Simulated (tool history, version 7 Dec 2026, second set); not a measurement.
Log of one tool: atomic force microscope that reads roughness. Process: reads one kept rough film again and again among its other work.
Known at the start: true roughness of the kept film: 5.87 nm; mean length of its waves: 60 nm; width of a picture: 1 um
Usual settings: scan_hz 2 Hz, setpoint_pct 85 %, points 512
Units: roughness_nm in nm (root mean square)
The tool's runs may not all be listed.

Run 1, hour 0: usual settings. Result: roughness_nm 4.47 nm (root mean square).
At hour 16.4: new tip fitted.
Run 2, hour 36.9: usual settings but points 902. Result: roughness_nm 4.669 nm (root mean square).
At hour 92.2: new tip fitted.
Run 3, hour 107.3: usual settings. Result: roughness_nm 4.717 nm (root mean square).
At hour 167.1: new tip fitted.
Run 4, hour 177.7: usual settings but scan_hz 1.27 Hz. Result: roughness_nm 5.004 nm (root mean square).
Run 5, hour 234.6: usual settings but scan_hz 1.27 Hz. Result: roughness_nm 4.667 nm (root mean square).
At hour 240.5: new tip fitted.
Run 6, hour 293.3: usual settings. Result: roughness_nm 4.496 nm (root mean square).
At hour 313.9: new tip fitted.
Run 7, hour 367.5: usual settings. Result: roughness_nm 4.509 nm (root mean square).
At hour 390.7: new tip fitted.
Run 8, hour 406.7: usual settings. Result: roughness_nm 4.685 nm (root mean square).
Run 9, hour 456.4: usual settings. Result: roughness_nm 4.471 nm (root mean square).
At hour 463.7: new tip fitted.
Run 10, hour 504: usual settings. Result: roughness_nm 4.529 nm (root mean square).
At hour 538.6: new tip fitted.
Run 11, hour 551.8: usual settings. Result: roughness_nm 4.693 nm (root mean square).
Run 12, hour 603.6: usual settings but scan_hz 1.11 Hz. Result: roughness_nm 4.738 nm (root mean square).
At hour 616.1: new tip fitted.
Run 13, hour 644.4: usual settings but scan_hz 1.11 Hz. Result: roughness_nm 4.957 nm (root mean square).
At hour 690.9: new tip fitted.
Run 14, hour 698.1: usual settings but scan_hz 1.11 Hz. Result: roughness_nm 5.056 nm (root mean square).
Run 15, hour 732.1: usual settings but scan_hz 1.11 Hz. Result: roughness_nm 4.876 nm (root mean square).
At hour 766.8: new tip fitted.
Run 16, hour 788.6: usual settings but scan_hz 1.11 Hz. Result: roughness_nm 4.987 nm (root mean square).
At hour 839.7: new tip fitted.
Run 17, hour 839.7: usual settings. Result: roughness_nm 4.757 nm (root mean square).
Run 18, hour 899.2: usual settings. Result: roughness_nm 4.46 nm (root mean square).
At hour 912.9: new tip fitted.
Run 19, hour 939.6: usual settings. Result: roughness_nm 4.666 nm (root mean square).
At hour 987.9: new tip fitted.
Run 20, hour 988.4: usual settings but points 485. Result: roughness_nm 4.758 nm (root mean square).
At hour 1062: new tip fitted.
Run 21, hour 1062: usual settings but points 485. Result: roughness_nm 4.771 nm (root mean square).
Run 22, hour 1132.6: usual settings but points 485. Result: roughness_nm 4.417 nm (root mean square).
At hour 1140.1: new tip fitted.
Run 23, hour 1178.8: usual settings but points 947. Result: roughness_nm 4.562 nm (root mean square).
At hour 1214.1: new tip fitted.
Run 24, hour 1214.1: usual settings but setpoint_pct 72 %, points 947. Result: roughness_nm 5.128 nm (root mean square).
Run 25, hour 1264.3: usual settings but setpoint_pct 72 %, points 947. Result: roughness_nm 4.841 nm (root mean square).
At hour 1290.8: new tip fitted.
Run 26, hour 1307.5: usual settings but setpoint_pct 72 %, points 947. Result: roughness_nm 4.999 nm (root mean square).
Run 27, hour 1351.1: usual settings but scan_hz 2.6 Hz, setpoint_pct 87 %, points 467. Result: roughness_nm 4.156 nm (root mean square).
At hour 1363.5: new tip fitted.
Run 28, hour 1412.9: usual settings but setpoint_pct 62 %, points 285. Result: roughness_nm 5.05 nm (root mean square).
At hour 1437.8: new tip fitted.
Run 29, hour 1448.6: usual settings but setpoint_pct 62 %, points 285. Result: roughness_nm 5.221 nm (root mean square).
Run 30, hour 1504.7: usual settings but setpoint_pct 62 %, points 285. Result: roughness_nm 4.946 nm (root mean square).
At hour 1511.1: new tip fitted.
Run 31, hour 1575.7: usual settings but scan_hz 1.16 Hz, setpoint_pct 58 %, points 285. Result: roughness_nm 5.048 nm (root mean square).
At hour 1587: new tip fitted.
Run 32, hour 1634.2: usual settings but setpoint_pct 78 %, points 489. Result: roughness_nm 4.694 nm (root mean square).
At hour 1663.3: new tip fitted.
Run 33, hour 1697: usual settings but setpoint_pct 78 %, points 489. Result: roughness_nm 4.772 nm (root mean square).
Run 34, hour 1733.4: usual settings but scan_hz 2.12 Hz, setpoint_pct 83 %, points 361. Result: roughness_nm 4.466 nm (root mean square).
At hour 1740.6: new tip fitted.
Run 35, hour 1794.6: usual settings but scan_hz 2.12 Hz, setpoint_pct 83 %, points 361. Result: roughness_nm 4.543 nm (root mean square).
At hour 1816: new tip fitted.
Run 36, hour 1873.1: usual settings but scan_hz 2.04 Hz, setpoint_pct 77 %, points 270. Result: roughness_nm 4.615 nm (root mean square).
At hour 1892: new tip fitted.
Run 37, hour 1926.6: usual settings but scan_hz 2.04 Hz, setpoint_pct 77 %, points 270. Result: roughness_nm 4.781 nm (root mean square).
At hour 1970.6: new tip fitted.
Run 38, hour 1989.6: usual settings but scan_hz 0.53 Hz, setpoint_pct 59 %, points 917. Result: roughness_nm 5.349 nm (root mean square).
At hour 2044.1: new tip fitted.
Run 39, hour 2046.6: usual settings but scan_hz 3.56 Hz, setpoint_pct 62 %, points 898. Result: roughness_nm 5.124 nm (root mean square).
Run 40, hour 2105.5: usual settings but scan_hz 3.56 Hz, setpoint_pct 62 %, points 898. Result: roughness_nm 4.798 nm (root mean square).
At hour 2123.1: new tip fitted.
Run 41, hour 2151.1: usual settings but scan_hz 1.46 Hz, points 338. Result: roughness_nm 4.781 nm (root mean square).
Run 42, hour 2183: usual settings but setpoint_pct 60 %, points 487. Result: roughness_nm 5.001 nm (root mean square).
At hour 2196.6: new tip fitted.
Run 43, hour 2218.7: usual settings but setpoint_pct 60 %, points 487. Result: roughness_nm 5.174 nm (root mean square).
At hour 2271.9: new tip fitted.
Run 44, hour 2291.4: usual settings but scan_hz 0.73 Hz, setpoint_pct 65 %, points 602. Result: roughness_nm 5.32 nm (root mean square).
Run 45, hour 2342.6: usual settings but scan_hz 0.73 Hz, setpoint_pct 65 %, points 602. Result: roughness_nm 5.002 nm (root mean square).
At hour 2349.7: new tip fitted.
Run 46, hour 2415.1: usual settings but scan_hz 0.73 Hz, setpoint_pct 65 %, points 602. Result: roughness_nm 5.08 nm (root mean square).
At hour 2429: new tip fitted.
Run 47, hour 2484.3: usual settings but scan_hz 0.73 Hz, setpoint_pct 65 %, points 602. Result: roughness_nm 5.121 nm (root mean square).
At hour 2507.4: new tip fitted.
Run 48, hour 2535.2: usual settings but scan_hz 2.94 Hz, setpoint_pct 71 %, points 933. Result: roughness_nm 4.839 nm (root mean square).
Run 49, hour 2573.2: usual settings but setpoint_pct 84 %. Result: roughness_nm 4.418 nm (root mean square).

3 ways to go on from here, each from the tool as it stands after run 49. What would each give?
At hour 2582.1: new tip fitted.
Run A, hour 2633.2: usual settings but setpoint_pct 84 %, points 330. Result: roughness_nm ?.
At hour 2582.1: new tip fitted.
Run B, hour 2633.2: usual settings but scan_hz 3.62 Hz, points 704. Result: roughness_nm ?.
At hour 2582.1: new tip fitted.
Run C, hour 2633.2: usual settings but scan_hz 1.13 Hz, setpoint_pct 58 %, points 992. Result: roughness_nm ?.

run  roughness_nm
  A         4.468
  B         4.019
  C          5.11
Without the tool's hidden state the same runs would have given:
run  roughness_nm
  A         4.803
  B          4.32
  C         5.492
